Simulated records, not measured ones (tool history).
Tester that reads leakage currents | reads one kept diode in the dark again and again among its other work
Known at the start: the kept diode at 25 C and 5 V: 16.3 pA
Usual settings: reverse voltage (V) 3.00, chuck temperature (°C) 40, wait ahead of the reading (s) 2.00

| run | hour | reverse voltage (V) | chuck temperature (°C) | wait ahead of the reading (s) | current that the tester gives (pA) |
|---|---|---|---|---|---|
| 1 | 0.0 | 3.00 | 40 | 2.00 | 42.23 |
| 2 | 68.2 | 3.00 | 40 | 2.00 | 41.86 |
| 3 | 164.0 | 3.00 | 40 | 2.00 | 42.10 |
| 4 | 214.3 | 3.00 | 40 | 2.00 | 42.00 |
| 5 | 294.4 | 3.00 | 40 | 2.00 | 42.15 |
| 6 | 349.1 | 16.71 | 40 | 2.00 | 100.91 |
| 7 | 404.0 | 3.00 | 40 | 2.00 | 42.23 |
| 8 | 481.3 | 3.00 | 38 | 2.00 | 37.37 |
| 9 | 576.0 | 3.00 | 38 | 2.00 | 37.36 |
| 10 | 626.2 | 3.00 | 38 | 2.00 | 37.49 |
| 11 | 671.2 | 3.00 | 40 | 2.00 | 42.46 |
| 12 | 751.8 | 3.00 | 40 | 2.00 | 42.31 |
| 13 | 832.0 | 13.53 | 40 | 2.00 | 90.94 |
| 14 | 890.8 | 3.00 | 40 | 8.84 | 42.03 |
| 15 | 991.9 | 3.00 | 40 | 8.84 | 42.21 |
| 16 | 1061.8 | 3.00 | 40 | 8.84 | 41.96 |
| 17 | 1162.7 | 6.61 | 40 | 2.00 | 62.95 |
| 18 | 1236.4 | 6.61 | 40 | 2.00 | 62.62 |
| 19 | 1339.1 | 3.00 | 40 | 2.00 | 42.68 |
| 20 | 1443.9 | 3.00 | 40 | 2.00 | 42.76 |
| 21 | 1509.6 | 3.00 | 40 | 2.00 | 42.63 |
| 22 | 1586.4 | 1.26 | 56 | 0.44 | 75.70 |
| 23 | 1645.0 | 1.26 | 56 | 0.44 | 75.86 |
| 24 | 1730.6 | 4.41 | 27 | 2.00 | 25.32 |
| 25 | 1789.6 | 6.18 | 51 | 1.66 | 114.35 |
| 26 | 1845.4 | 6.18 | 56 | 1.66 | 151.55 |
| 27 | 1910.4 | 3.00 | 40 | 8.15 | 42.05 |
| 28 | 1966.5 | 9.18 | 58 | 0.42 | 209.19 |
| 29 | 2065.0 | 3.00 | 24 | 0.74 | 18.46 |
| 30 | 2115.9 | 3.00 | 24 | 0.74 | 18.58 |
| 31 | 2184.5 | 1.36 | 40 | 2.00 | 29.62 |
| 32 | 2254.3 | 1.88 | 32 | 0.64 | 21.94 |
| 33 | 2319.8 | 1.52 | 36 | 6.80 | 24.09 |
| 34 | 2425.9 | 1.52 | 36 | 6.80 | 24.19 |
| 35 | 2520.3 | 6.83 | 31 | 2.00 | 41.39 |
| 36 | 2598.2 | 3.00 | 22 | 1.55 | 16.32 |
| 37 | 2652.1 | 2.23 | 40 | 0.30 | 39.64 |
| 38 | 2728.5 | 8.84 | 29 | 0.46 | 50.27 |
| 39 | 2792.6 | 8.84 | 29 | 0.46 | 49.97 |
| 40 | 2867.7 | 2.46 | 59 | 1.10 | 119.34 |

The same runs without the tool's hidden state, with the same run-to-run variation:
The hidden state here: stray current of the dirty probe card, pA a volt; current scale over the true one, %; true chuck temperature over the reading, C; drift of the gauge itself on leakage_pa, %.
| run | current that the tester gives (pA) |
|---|---|
| 1 | 38.64 |
| 2 | 38.28 |
| 3 | 38.47 |
| 4 | 38.36 |
| 5 | 38.45 |
| 6 | 80.72 |
| 7 | 38.48 |
| 8 | 33.61 |
| 9 | 33.57 |
| 10 | 33.66 |
| 11 | 38.58 |
| 12 | 38.41 |
| 13 | 73.33 |
| 14 | 38.05 |
| 15 | 38.17 |
| 16 | 37.92 |
| 17 | 53.90 |
| 18 | 53.55 |
| 19 | 38.50 |
| 20 | 38.54 |
| 21 | 38.39 |
| 22 | 73.94 |
| 23 | 74.11 |
| 24 | 18.81 |
| 25 | 105.34 |
| 26 | 142.55 |
| 27 | 37.68 |
| 28 | 195.49 |
| 29 | 13.84 |
| 30 | 13.93 |
| 31 | 27.63 |
| 32 | 19.05 |
| 33 | 21.81 |
| 34 | 21.88 |
| 35 | 30.24 |
| 36 | 11.38 |
| 37 | 36.13 |
| 38 | 35.21 |
| 39 | 34.92 |
| 40 | 115.91 |

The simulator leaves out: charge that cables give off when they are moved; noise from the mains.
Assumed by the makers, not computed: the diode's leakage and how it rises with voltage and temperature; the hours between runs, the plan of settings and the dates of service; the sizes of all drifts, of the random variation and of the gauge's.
